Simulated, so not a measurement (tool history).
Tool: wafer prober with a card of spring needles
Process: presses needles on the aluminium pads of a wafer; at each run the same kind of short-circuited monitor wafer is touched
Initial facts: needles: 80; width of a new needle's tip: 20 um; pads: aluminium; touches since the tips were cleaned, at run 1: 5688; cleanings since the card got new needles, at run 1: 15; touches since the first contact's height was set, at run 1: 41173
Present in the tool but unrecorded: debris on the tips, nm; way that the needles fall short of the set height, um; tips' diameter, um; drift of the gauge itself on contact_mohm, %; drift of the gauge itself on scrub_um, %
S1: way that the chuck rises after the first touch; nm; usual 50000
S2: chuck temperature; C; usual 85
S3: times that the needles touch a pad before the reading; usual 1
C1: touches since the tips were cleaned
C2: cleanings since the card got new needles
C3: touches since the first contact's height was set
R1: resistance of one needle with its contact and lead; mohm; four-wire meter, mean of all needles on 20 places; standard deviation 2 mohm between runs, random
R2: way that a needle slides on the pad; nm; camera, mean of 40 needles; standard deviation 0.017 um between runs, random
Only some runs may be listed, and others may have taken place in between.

run,hour,S1,S2,S3,C1,C2,C3,R1,R2
1,0,50000,85,1,5688,15,41173,211,13740
# hour 2.1: tips cleaned on abrasive film
# hour 17.1: tips cleaned on abrasive film
2,21,50000,85,1,1788,17,50736,213,13740
# hour 32.1: tips cleaned on abrasive film
3,35.6,50000,85,1,1623,18,57395,211,13780
# hour 46.3: tips cleaned on abrasive film
# hour 53.7: height of the first contact set anew
4,54,50000,85,1,3369,19,140,211,13720
# hour 62.5: tips cleaned on abrasive film
5,65.4,50000,85,1,1323,20,5323,212,13730
# hour 76.8: tips cleaned on abrasive film
6,76.8,50000,100,1,0,21,10530,216,13800
# hour 92.3: tips cleaned on abrasive film
7,99.1,50000,85,2,3144,22,20744,212,13770
# hour 106.2: tips cleaned on abrasive film
# hour 120: tips cleaned on abrasive film
8,123.7,50000,85,2,1724,24,31929,217,13720
# hour 133.7: tips cleaned on abrasive film
9,146.5,50000,85,2,5885,25,42352,216,13740
# hour 149: tips cleaned on abrasive film
# hour 163.9: tips cleaned on abrasive film
10,165.8,48000,93,1,899,27,51132,213,13200
# hour 178.4: tips cleaned on abrasive film
11,185.1,42000,79,3,3077,28,59932,217,11560
# hour 192.6: tips cleaned on abrasive film
# hour 198.7: height of the first contact set anew
12,203.7,42000,79,3,4971,29,2278,221,11530
# hour 206.5: tips cleaned on abrasive film
# hour 220.5: tips cleaned on abrasive film
13,221.6,55000,36,2,484,31,10406,199,15120
# hour 234.4: tips cleaned on abrasive film
14,242.9,55000,36,2,3921,32,20156,197,15110
# hour 248.9: tips cleaned on abrasive film
15,255.5,55000,36,2,3041,33,25871,198,15120
# hour 263.9: tips cleaned on abrasive film
16,273,36000,61,2,4172,34,33857,220,9910
# hour 278.9: tips cleaned on abrasive film
# hour 293.6: tips cleaned on abrasive film
17,296.4,69000,100,2,1266,36,44502,206,18970

Alternative continuations, all from the tool just after run 17; predict every row:
# hour 308.5: tips cleaned on abrasive film
A,309.6,67000,98,1,486,37,50520,?,?
# hour 308.5: tips cleaned on abrasive film
B,309.6,51000,42,2,486,37,50520,?,?
# hour 308.5: tips cleaned on abrasive film
C,309.6,45000,29,2,486,37,50520,?,?

run,R1,R2
A,201,18420
B,198,14050
C,198,12370
Stripped of hidden state, with their random variation kept, the same runs would have yielded:
run,R1,R2
A,201,18420
B,198,14050
C,198,12370
